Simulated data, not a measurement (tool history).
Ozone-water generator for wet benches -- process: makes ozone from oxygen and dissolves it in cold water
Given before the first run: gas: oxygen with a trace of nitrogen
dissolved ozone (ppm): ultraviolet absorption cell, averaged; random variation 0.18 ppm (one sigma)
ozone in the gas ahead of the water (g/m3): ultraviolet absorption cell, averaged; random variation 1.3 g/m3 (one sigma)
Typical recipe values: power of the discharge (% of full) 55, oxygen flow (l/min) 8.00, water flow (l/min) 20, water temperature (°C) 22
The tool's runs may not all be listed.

| run | day | power of the discharge (% of full) | oxygen flow (l/min) | water flow (l/min) | water temperature (°C) | dissolved ozone (ppm) | ozone in the gas ahead of the water (g/m3) |
|---|---|---|---|---|---|---|---|
| 1 | 0.000 | 55 | 8.00 | 20 | 22 | 25.2 | 229.8 |
| 2 | 6.975 | 55 | 8.00 | 20 | 22 | 25.3 | 229.5 |
| 3 | 10.988 | 55 | 8.00 | 20 | 22 | 25.0 | 228.8 |
| 4 | 15.217 | 55 | 8.00 | 20 | 22 | 25.3 | 227.4 |
| 5 | 20.733 | 55 | 8.00 | 20 | 22 | 25.2 | 228.5 |
| 6 | 24.925 | 55 | 8.00 | 20 | 22 | 25.1 | 229.2 |
| 7 | 31.871 | 55 | 8.00 | 20 | 22 | 25.2 | 227.4 |
| 8 | 39.179 | 55 | 8.00 | 20 | 22 | 25.4 | 229.4 |
| 9 | 42.679 | 55 | 8.00 | 20 | 22 | 25.1 | 228.6 |
| 10 | 47.033 | 55 | 8.00 | 20 | 22 | 25.1 | 231.1 |
| 11 | 51.679 | 55 | 8.00 | 20 | 22 | 25.0 | 230.3 |
| 12 | 57.421 | 55 | 8.00 | 20 | 22 | 25.2 | 230.5 |
| 13 | 62.433 | 55 | 14.33 | 20 | 22 | 25.1 | 185.6 |
| 14 | 68.767 | 55 | 14.33 | 20 | 18 | 27.8 | 188.3 |
| 15 | 71.925 | 57 | 4.89 | 14 | 25 | 29.7 | 279.5 |
| 16 | 75.379 | 55 | 8.00 | 20 | 22 | 25.3 | 229.6 |
| 17 | 79.042 | 55 | 8.00 | 20 | 23 | 25.0 | 229.7 |
| 18 | 86.196 | 92 | 12.93 | 15 | 16 | 49.6 | 286.7 |
|  | 87.225 | water thermometer calibrated |
|  | 91.642 | contactor cleaned |
| 19 | 92.025 | 92 | 12.93 | 15 | 16 | 49.7 | 288.4 |
| 20 | 95.662 | 92 | 12.93 | 26 | 16 | 36.8 | 287.5 |
| 21 | 103.104 | 92 | 5.80 | 26 | 29 | 26.8 | 382.3 |
| 22 | 108.371 | 55 | 5.90 | 20 | 15 | 27.3 | 252.6 |
| 23 | 112.438 | 69 | 4.30 | 12 | 25 | 37.3 | 338.6 |
| 24 | 115.825 | 69 | 4.30 | 12 | 25 | 37.1 | 339.8 |

Run 25 comes next. What will it give?
| 25 | 122.771 | 69 | 4.30 | 12 | 25 | ? | ? |

{"run 25": {"dissolved ozone (ppm)": 37.2, "ozone in the gas ahead of the water (g/m3)": 340.6}}
Minus the tool's unlogged condition, the same run would have read dissolved ozone (ppm) 37.3, ozone in the gas ahead of the water (g/m3) 340.9.
